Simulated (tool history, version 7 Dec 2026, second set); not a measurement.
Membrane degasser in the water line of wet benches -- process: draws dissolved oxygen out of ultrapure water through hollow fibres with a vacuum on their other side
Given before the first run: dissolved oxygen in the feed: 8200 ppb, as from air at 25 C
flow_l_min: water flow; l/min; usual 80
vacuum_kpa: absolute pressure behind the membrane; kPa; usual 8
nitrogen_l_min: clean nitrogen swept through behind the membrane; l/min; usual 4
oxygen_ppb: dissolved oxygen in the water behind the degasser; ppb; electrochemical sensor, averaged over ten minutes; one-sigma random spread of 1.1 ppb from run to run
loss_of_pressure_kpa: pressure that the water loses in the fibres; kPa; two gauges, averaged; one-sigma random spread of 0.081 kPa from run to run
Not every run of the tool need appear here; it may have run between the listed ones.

run,day,flow_l_min,vacuum_kpa,nitrogen_l_min,oxygen_ppb,loss_of_pressure_kpa
1,0,80,8,4,227,33.93
2,9.238,80,8,4,229.6,33.87
3,14.004,80,8,4,231.5,33.85
4,18.342,80,8,4,230.1,33.74
5,27.346,80,8,4,230.5,33.74
6,36.767,80,8,4,231.8,33.88
7,46.179,86,8,4,249.3,36.44
8,54.792,86,8,4,248.7,36.34
9,61.879,80,8,2.9,305.6,33.87
10,67.412,80,8,2.9,305.6,34.12
11,71.721,80,8,2.9,305.5,34.04
12,75.921,107,12.03,2.29,792.4,45.38
13,85.238,74,9.17,4,267.8,31.55
14,91.838,74,17.71,4,590.4,31.46
15,97.667,74,17.71,4,591.2,31.57
16,105.925,74,10.27,7.02,192.6,31.56
17,110.217,74,10.27,7.02,193.4,31.6
18,115.7,74,10.27,7.02,193.4,31.66
19,121.421,84,4.9,7.02,73,35.83
20,129.358,64,12.55,7.02,215.9,27.39
21,136.521,73,8,4,220.9,31.21
22,140.583,80,12.92,4,445.5,34.09

What if the next run were any one of these 5? Each begins from the tool's condition after run 22:
A,149.838,50,12.92,4,?,?
B,149.838,80,6.5,4,?,?
C,149.838,80,8,2.42,?,?
D,149.838,52,17.64,6.01,?,?
E,149.838,69,17.35,10.1,?,?

run,oxygen_ppb,loss_of_pressure_kpa
A,295.4,21.47
B,178.9,34.26
C,361.6,34.34
D,303.1,22.21
E,242.8,29.67
With the hidden condition removed and each run's random variation left untouched, the same runs would have given:
run,oxygen_ppb,loss_of_pressure_kpa
A,279.5,20.68
B,155.3,32.99
C,328.4,33.08
D,290.7,21.39
E,232.1,28.58

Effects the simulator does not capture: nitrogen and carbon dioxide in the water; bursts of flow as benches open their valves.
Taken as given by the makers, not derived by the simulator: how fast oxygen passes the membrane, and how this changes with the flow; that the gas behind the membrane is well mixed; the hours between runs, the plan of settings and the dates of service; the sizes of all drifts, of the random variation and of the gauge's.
